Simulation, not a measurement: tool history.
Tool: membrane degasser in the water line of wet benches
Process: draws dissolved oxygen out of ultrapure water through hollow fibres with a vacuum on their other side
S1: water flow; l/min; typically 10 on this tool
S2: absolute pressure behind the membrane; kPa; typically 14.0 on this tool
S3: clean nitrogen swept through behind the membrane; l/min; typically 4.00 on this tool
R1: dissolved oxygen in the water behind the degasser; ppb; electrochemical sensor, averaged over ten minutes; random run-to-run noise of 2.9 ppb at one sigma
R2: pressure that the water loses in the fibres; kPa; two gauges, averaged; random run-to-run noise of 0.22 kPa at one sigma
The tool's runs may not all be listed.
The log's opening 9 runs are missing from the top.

run	hour	S1	S2	S3	R1	R2
10	1682.3	10	14.0	4.00	290.1	55.18
11	1810.5	12	14.0	4.00	356.8	66.01
12	1909.2	10	14.0	4.00	292.1	55.22
13	2068.6	10	14.0	4.00	288.5	54.85
14	2218.7	10	14.0	4.00	289.1	55.59
15	2381.8	10	14.0	4.00	289.4	55.50
16	2586.7	10	14.0	4.00	289.7	55.27
17	2681.6	12	14.0	2.58	395.1	65.88
18	2813.1	8	14.0	2.95	232.6	44.21
19	2945.5	10	24.1	4.00	338.9	55.39
20	3110.1	10	21.1	2.40	399.5	55.22
# hour 3136.8: vacuum gauge calibrated
21	3319.9	10	21.1	2.40	397.1	55.51
22	3491.9	10	21.1	2.40	398.8	55.17
23	3702.5	10	21.1	2.40	392.3	55.72
24	3885.1	10	21.1	2.40	397.9	55.56
25	4037.5	14	21.1	10.20	401.5	78.35
26	4142.2	14	21.1	10.20	397.1	78.03
# hour 4191.1: seals of the vacuum lines changed
27	4261.0	11	9.2	7.58	274.5	61.16
28	4358.8	9	28.6	11.90	241.8	49.82
29	4543.9	16	9.4	3.81	460.0	89.34
30	4638.8	12	9.4	2.47	360.0	66.62
31	4776.4	8	14.0	4.00	214.4	44.39

Predict each of these 4 candidate next runs independently; none follows another, all start after run 31:
A	4887.2	10	11.2	4.00	?	?
B	4887.2	6	18.2	7.67	?	?
C	4887.2	10	12.6	10.00	?	?
D	4887.2	15	15.2	2.45	?	?

run	R1	R2
A	270.3	56.10
B	135.3	33.55
C	253.0	55.92
D	539.5	84.42
Without the tool's unlogged condition, the same runs would have read:
run	R1	R2
A	269.5	54.87
B	134.9	32.82
C	252.2	54.70
D	538.4	82.57

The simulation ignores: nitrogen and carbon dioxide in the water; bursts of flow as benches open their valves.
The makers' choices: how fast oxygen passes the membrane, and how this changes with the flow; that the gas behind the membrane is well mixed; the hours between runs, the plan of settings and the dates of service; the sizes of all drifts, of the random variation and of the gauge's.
